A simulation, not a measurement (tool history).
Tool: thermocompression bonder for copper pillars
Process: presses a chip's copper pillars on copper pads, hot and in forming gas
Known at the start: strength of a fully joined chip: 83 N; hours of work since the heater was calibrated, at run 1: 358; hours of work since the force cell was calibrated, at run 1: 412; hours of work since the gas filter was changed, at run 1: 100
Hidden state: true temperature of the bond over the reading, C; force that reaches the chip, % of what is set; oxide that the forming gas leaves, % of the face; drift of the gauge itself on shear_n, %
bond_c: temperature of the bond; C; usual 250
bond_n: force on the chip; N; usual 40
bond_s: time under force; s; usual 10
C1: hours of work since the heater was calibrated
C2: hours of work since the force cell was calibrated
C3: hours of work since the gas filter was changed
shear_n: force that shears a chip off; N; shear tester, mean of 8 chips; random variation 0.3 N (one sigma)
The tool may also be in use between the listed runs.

Run 1, hour 0: usual settings; C1 358; C2 412; C3 100. Result: shear_n 37.3 N.
Run 2, hour 31.8: usual settings; C1 372; C2 427; C3 115. Result: shear_n 36.2 N.
Run 3, hour 72.3: usual settings; C1 391; C2 446; C3 134. Result: shear_n 36.7 N.
Run 4, hour 98.3: usual settings; C1 404; C2 458; C3 146. Result: shear_n 37.3 N.
Run 5, hour 138.3: usual settings but bond_n 59 N; C1 422; C2 477; C3 165. Result: shear_n 43.7 N.
Run 6, hour 183.8: usual settings but bond_n 59 N; C1 443; C2 498; C3 186. Result: shear_n 43.5 N.
Run 7, hour 220.5: usual settings but bond_n 34 N; C1 461; C2 516; C3 204. Result: shear_n 33.2 N.
Run 8, hour 269.7: usual settings; C1 484; C2 539; C3 227. Result: shear_n 35.9 N.
Run 9, hour 309.1: usual settings; C1 502; C2 557; C3 245. Result: shear_n 36.3 N.
Run 10, hour 358: usual settings; C1 525; C2 580; C3 268. Result: shear_n 35.8 N.
Run 11, hour 402.5: usual settings; C1 546; C2 601; C3 289. Result: shear_n 35.3 N.
Run 12, hour 443.7: usual settings; C1 565; C2 620; C3 308. Result: shear_n 35.4 N.
At hour 470.1: heater calibrated with a thermocouple chip.
Run 13, hour 493.5: usual settings; C1 11; C2 642; C3 330. Result: shear_n 37.2 N.
Run 14, hour 548.9: usual settings but bond_c 223 C; C1 37; C2 668; C3 356. Result: shear_n 22.2 N.
Run 15, hour 605: usual settings but bond_c 223 C, bond_n 27 N; C1 63; C2 695; C3 383. Result: shear_n 17.6 N.
At hour 635.3: forming gas filter changed.
Run 16, hour 640.4: usual settings; C1 79; C2 711; C3 2. Result: shear_n 37.8 N.
Run 17, hour 680.4: usual settings; C1 98; C2 730; C3 21. Result: shear_n 38.3 N.
Run 18, hour 714.1: usual settings but bond_n 25 N; C1 114; C2 745; C3 37. Result: shear_n 30.3 N.
Run 19, hour 740.5: usual settings but bond_n 25 N; C1 126; C2 758; C3 49. Result: shear_n 30.5 N.
Run 20, hour 766.1: usual settings but bond_n 25 N; C1 138; C2 770; C3 61. Result: shear_n 30.2 N.
Run 21, hour 807.9: usual settings but bond_n 25 N; C1 158; C2 789; C3 81. Result: shear_n 30 N.
Run 22, hour 852.2: usual settings but bond_n 25 N; C1 179; C2 810; C3 102. Result: shear_n 29.9 N.
Run 23, hour 908.6: usual settings but bond_n 25 N; C1 205; C2 836; C3 128. Result: shear_n 29.5 N.
Run 24, hour 935: usual settings but bond_c 271 C, bond_n 29 N, bond_s 26 s; C1 217; C2 849; C3 140. Result: shear_n 59 N.
Run 25, hour 976: usual settings but bond_c 242 C, bond_n 34 N, bond_s 11 s; C1 237; C2 868; C3 159. Result: shear_n 30.9 N.
Run 26, hour 1029.9: usual settings but bond_c 242 C, bond_n 34 N, bond_s 11 s; C1 262; C2 893; C3 185. Result: shear_n 30.1 N.
Run 27, hour 1071.5: usual settings but bond_n 59 N, bond_s 21 s; C1 281; C2 913; C3 204. Result: shear_n 54.4 N.
Run 28, hour 1097.7: usual settings but bond_n 59 N, bond_s 21 s; C1 293; C2 925; C3 216. Result: shear_n 54.2 N.
Run 29, hour 1130.4: usual settings but bond_n 59 N, bond_s 21 s; C1 309; C2 940; C3 232. Result: shear_n 53.6 N.
Run 30, hour 1165.2: usual settings but bond_c 242 C, bond_n 35 N; C1 325; C2 956; C3 248. Result: shear_n 29.3 N.
Run 31, hour 1221.8: usual settings but bond_c 242 C, bond_n 35 N; C1 352; C2 983; C3 274. Result: shear_n 29.3 N.
Run 32, hour 1248.7: usual settings but bond_c 242 C, bond_n 35 N; C1 364; C2 996; C3 287. Result: shear_n 28.8 N.
Run 33, hour 1280.6: usual settings but bond_c 270 C, bond_n 35 N, bond_s 14 s; C1 379; C2 1010; C3 302. Result: shear_n 51.3 N.
Run 34, hour 1309.5: usual settings but bond_c 257 C, bond_n 47 N, bond_s 7 s; C1 393; C2 1024; C3 315. Result: shear_n 38.5 N.
Run 35, hour 1333.4: usual settings but bond_c 234 C, bond_n 60 N, bond_s 18 s; C1 404; C2 1035; C3 327. Result: shear_n 40.3 N.
Run 36, hour 1377.8: usual settings but bond_c 253 C, bond_n 54 N, bond_s 26 s; C1 425; C2 1056; C3 347. Result: shear_n 56 N.
Run 37, hour 1403.1: usual settings but bond_c 253 C, bond_n 54 N, bond_s 26 s; C1 436; C2 1068; C3 359. Result: shear_n 56.2 N.
Run 38, hour 1455.4: usual settings but bond_c 225 C, bond_n 54 N, bond_s 15 s; C1 461; C2 1092; C3 384. Result: shear_n 29.4 N.

Forecast run 39:
At hour 1485.2: forming gas filter changed.
Run 39, hour 1503.6: usual settings but bond_n 41 N, bond_s 5 s; C1 483; C2 1115; C3 9. Result: shear_n ?.

Run 39 gave shear_n 28.3 N.
Without the tool's hidden state the same run would have given shear_n 30.9 N.
